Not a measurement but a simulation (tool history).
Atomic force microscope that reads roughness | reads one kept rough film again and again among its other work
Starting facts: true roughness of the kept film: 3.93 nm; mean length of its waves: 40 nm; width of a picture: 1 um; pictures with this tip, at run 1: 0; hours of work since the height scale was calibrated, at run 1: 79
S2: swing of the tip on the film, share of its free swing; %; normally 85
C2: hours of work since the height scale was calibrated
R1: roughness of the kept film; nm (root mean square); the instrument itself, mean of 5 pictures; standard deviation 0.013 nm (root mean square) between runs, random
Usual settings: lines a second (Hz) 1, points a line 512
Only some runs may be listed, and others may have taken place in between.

Run 1, hour 0: usual settings; pictures with this tip 0; C2 79. Result: R1 3.193 nm (root mean square).
Run 2, hour 24.4: usual settings; pictures with this tip 46; C2 95. Result: R1 3.106 nm (root mean square).
Run 3, hour 61.3: usual settings; pictures with this tip 115; C2 120. Result: R1 2.991 nm (root mean square).
Run 4, hour 85.8: usual settings; pictures with this tip 162; C2 136. Result: R1 2.906 nm (root mean square).
Run 5, hour 109.7: usual settings but points a line 298; pictures with this tip 206; C2 152. Result: R1 2.788 nm (root mean square).
Run 6, hour 138.5: usual settings but lines a second (Hz) 1.42; pictures with this tip 260; C2 171. Result: R1 2.629 nm (root mean square).
At hour 169.4: new tip fitted.
Run 7, hour 170.8: usual settings; pictures with this tip 2; C2 193. Result: R1 3.177 nm (root mean square).
Run 8, hour 206.8: usual settings; pictures with this tip 70; C2 217. Result: R1 3.041 nm (root mean square).
Run 9, hour 232.3: usual settings; pictures with this tip 118; C2 234. Result: R1 2.939 nm (root mean square).
Run 10, hour 248.5: usual settings but lines a second (Hz) 3.74, points a line 360; pictures with this tip 148; C2 245. Result: R1 2.232 nm (root mean square).
Run 11, hour 266.6: usual settings but lines a second (Hz) 0.59, S2 82 %, points a line 921; pictures with this tip 182; C2 257. Result: R1 2.985 nm (root mean square).
Run 12, hour 288.3: usual settings but S2 81 %; pictures with this tip 223; C2 271. Result: R1 2.818 nm (root mean square).
Run 13, hour 312.3: usual settings but lines a second (Hz) 4, S2 81 %, points a line 328; pictures with this tip 268; C2 287. Result: R1 2.159 nm (root mean square).
Run 14, hour 335.1: usual settings but lines a second (Hz) 2.52, points a line 921; pictures with this tip 311; C2 303. Result: R1 2.276 nm (root mean square).
At hour 338.2: new tip fitted.
Run 15, hour 353.9: usual settings but lines a second (Hz) 0.97, S2 67 %, points a line 580; pictures with this tip 30; C2 315. Result: R1 3.327 nm (root mean square).
Run 16, hour 393.5: usual settings but lines a second (Hz) 0.97, S2 67 %, points a line 580; pictures with this tip 104; C2 341. Result: R1 3.194 nm (root mean square).
Run 17, hour 410.8: usual settings but S2 69 %, points a line 653; pictures with this tip 137; C2 353. Result: R1 3.101 nm (root mean square).
Run 18, hour 447.9: usual settings but lines a second (Hz) 3.94, points a line 467; pictures with this tip 206; C2 378. Result: R1 2.116 nm (root mean square).

Forecast each of these 4 alternatives for the next run:
Run A, hour 472: usual settings but S2 64 %, points a line 666; pictures with this tip 252; C2 394. Result: R1 ?.
Run B, hour 472: usual settings but lines a second (Hz) 1.68, S2 56 %, points a line 643; pictures with this tip 252; C2 394. Result: R1 ?.
Run C, hour 472: usual settings but lines a second (Hz) 0.73, S2 73 %, points a line 507; pictures with this tip 252; C2 394. Result: R1 ?.
Run D, hour 472: usual settings but lines a second (Hz) 2.57, S2 73 %, points a line 614; pictures with this tip 252; C2 394. Result: R1 ?.

run     R1
  A  2.918
  B  2.928
  C  2.915
  D  2.616
Had the tool no hidden state, the same runs would have come out as:
run     R1
  A  3.419
  B  3.432
  C  3.415
  D  3.064

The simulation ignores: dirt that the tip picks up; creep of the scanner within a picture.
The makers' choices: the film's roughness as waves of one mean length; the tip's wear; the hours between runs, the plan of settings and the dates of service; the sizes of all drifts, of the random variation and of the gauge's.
